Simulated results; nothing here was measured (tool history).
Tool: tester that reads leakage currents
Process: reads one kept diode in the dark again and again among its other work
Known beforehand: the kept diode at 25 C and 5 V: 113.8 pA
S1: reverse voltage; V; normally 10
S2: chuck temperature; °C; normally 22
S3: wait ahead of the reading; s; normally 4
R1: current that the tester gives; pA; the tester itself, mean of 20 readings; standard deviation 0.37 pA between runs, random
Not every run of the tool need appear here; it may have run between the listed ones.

run 1 hour=0 | S1=10 S2=22 S3=4 | R1=133.19
run 2 hour=74.1 | S1=10 S2=40 S3=4 | R1=472.06
run 3 hour=155.8 | S1=10 S2=40 S3=4 | R1=476.8
run 4 hour=223 | S1=10 S2=40 S3=4 | R1=473.26
run 5 hour=278.3 | S1=10 S2=40 S3=4 | R1=477.58
run 6 hour=339.1 | S1=10 S2=40 S3=4 | R1=478.85
-- hour=377 chuck's temperature calibrated
run 7 hour=399.9 | S1=10 S2=22 S3=4 | R1=124.81
run 8 hour=477 | S1=10 S2=22 S3=4 | R1=124.4
run 9 hour=559.2 | S1=10 S2=22 S3=4 | R1=125.16
run 10 hour=614.1 | S1=10 S2=22 S3=1.78 | R1=125.89
run 11 hour=673.1 | S1=10 S2=22 S3=0.35 | R1=131.14
run 12 hour=739 | S1=10 S2=22 S3=0.35 | R1=131.3
run 13 hour=822.4 | S1=17.3 S2=26 S3=4.73 | R1=215.21
run 14 hour=877 | S1=17.3 S2=26 S3=4.73 | R1=215.97
run 15 hour=953.1 | S1=9 S2=44 S3=0.44 | R1=568.52
run 16 hour=1012.4 | S1=4.9 S2=57 S3=1.02 | R1=989.82
run 17 hour=1089.4 | S1=2.2 S2=26 S3=0.5 | R1=91.36
run 18 hour=1163.1 | S1=3.4 S2=37 S3=4 | R1=237.99
run 19 hour=1229 | S1=3.4 S2=37 S3=4 | R1=237.57
run 20 hour=1291.2 | S1=3.4 S2=37 S3=4 | R1=237.74
run 21 hour=1377.6 | S1=3.4 S2=37 S3=4 | R1=238
run 22 hour=1461.4 | S1=2.9 S2=39 S3=0.41 | R1=256.82
run 23 hour=1508.2 | S1=1.1 S2=57 S3=4 | R1=540.43

Below are 5 alternative next runs, each starting from the tool's condition after run 23. Predict each:
run A hour=1552.4 | S1=6.7 S2=44 S3=2.46 | R1=?
run B hour=1552.4 | S1=1.1 S2=28 S3=4 | R1=?
run C hour=1552.4 | S1=4.6 S2=42 S3=1.25 | R1=?
run D hour=1552.4 | S1=7.3 S2=59 S3=2.32 | R1=?
run E hour=1552.4 | S1=1.1 S2=57 S3=3.3 | R1=?

run=A R1=503.53
run=B R1=79.41
run=C R1=378.85
run=D R1=1332.03
run=E R1=545.81
With no hidden state in the tool, these same runs would have given:
run=A R1=486.19
run=B R1=76.37
run=C R1=365.95
run=D R1=1296.74
run=E R1=532.39
